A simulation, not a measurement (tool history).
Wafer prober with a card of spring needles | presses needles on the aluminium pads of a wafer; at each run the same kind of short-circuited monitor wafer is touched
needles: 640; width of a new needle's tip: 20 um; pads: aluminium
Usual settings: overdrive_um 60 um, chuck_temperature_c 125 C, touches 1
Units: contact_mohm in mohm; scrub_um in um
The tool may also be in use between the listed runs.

{"run": 1, "hour": 0.0, "overdrive_um": 60, "chuck_temperature_c": 125, "touches": 1, "contact_mohm": 142, "scrub_um": 7.23}
{"hour": 12.8, "done": "height of the first contact set anew"}
{"hour": 15.4, "done": "tips cleaned on abrasive film"}
{"run": 2, "hour": 18.0, "overdrive_um": 60, "chuck_temperature_c": 125, "touches": 1, "contact_mohm": 146, "scrub_um": 7.26}
{"hour": 29.9, "done": "tips cleaned on abrasive film"}
{"hour": 44.5, "done": "tips cleaned on abrasive film"}
{"run": 3, "hour": 52.8, "overdrive_um": 70, "chuck_temperature_c": 125, "touches": 1, "contact_mohm": 139, "scrub_um": 8.46}
{"hour": 59.0, "done": "tips cleaned on abrasive film"}
{"hour": 73.7, "done": "tips cleaned on abrasive film"}
{"run": 4, "hour": 76.3, "overdrive_um": 70, "chuck_temperature_c": 125, "touches": 1, "contact_mohm": 138, "scrub_um": 8.43}
{"hour": 90.0, "done": "tips cleaned on abrasive film"}
{"run": 5, "hour": 90.8, "overdrive_um": 44, "chuck_temperature_c": 125, "touches": 1, "contact_mohm": 151, "scrub_um": 5.3}
{"hour": 104.4, "done": "tips cleaned on abrasive film"}
{"run": 6, "hour": 106.1, "overdrive_um": 60, "chuck_temperature_c": 125, "touches": 1, "contact_mohm": 143, "scrub_um": 7.25}
{"hour": 118.5, "done": "tips cleaned on abrasive film"}
{"hour": 135.2, "done": "tips cleaned on abrasive film"}
{"run": 7, "hour": 138.3, "overdrive_um": 60, "chuck_temperature_c": 125, "touches": 3, "contact_mohm": 143, "scrub_um": 7.22}
{"hour": 150.6, "done": "tips cleaned on abrasive film"}
{"hour": 165.8, "done": "tips cleaned on abrasive film"}
{"run": 8, "hour": 165.8, "overdrive_um": 60, "chuck_temperature_c": 125, "touches": 3, "contact_mohm": 141, "scrub_um": 7.23}
{"hour": 180.3, "done": "tips cleaned on abrasive film"}
{"run": 9, "hour": 192.8, "overdrive_um": 60, "chuck_temperature_c": 125, "touches": 3, "contact_mohm": 141, "scrub_um": 7.24}
{"hour": 194.5, "done": "tips cleaned on abrasive film"}
{"hour": 206.4, "done": "height of the first contact set anew"}
{"run": 10, "hour": 207.5, "overdrive_um": 60, "chuck_temperature_c": 125, "touches": 3, "contact_mohm": 142, "scrub_um": 7.2}
{"hour": 210.5, "done": "tips cleaned on abrasive film"}
{"hour": 227.4, "done": "tips cleaned on abrasive film"}
{"run": 11, "hour": 239.0, "overdrive_um": 46, "chuck_temperature_c": 125, "touches": 1, "contact_mohm": 152, "scrub_um": 5.55}
{"hour": 241.7, "done": "tips cleaned on abrasive film"}
{"run": 12, "hour": 255.0, "overdrive_um": 46, "chuck_temperature_c": 125, "touches": 1, "contact_mohm": 153, "scrub_um": 5.5}
{"hour": 256.6, "done": "tips cleaned on abrasive film"}
{"hour": 271.3, "done": "tips cleaned on abrasive film"}
{"run": 13, "hour": 274.4, "overdrive_um": 75, "chuck_temperature_c": 106, "touches": 1, "contact_mohm": 134, "scrub_um": 9.03}

Run 14 comes next. What will it give?
{"hour": 288.1, "done": "tips cleaned on abrasive film"}
{"run": 14, "hour": 296.0, "overdrive_um": 43, "chuck_temperature_c": 58, "touches": 2, "contact_mohm": "?", "scrub_um": "?"}

contact_mohm: 138 mohm
scrub_um: 5.16 um
Without the tool's hidden state the same run would have given contact_mohm 138 mohm, scrub_um 5.2 um.
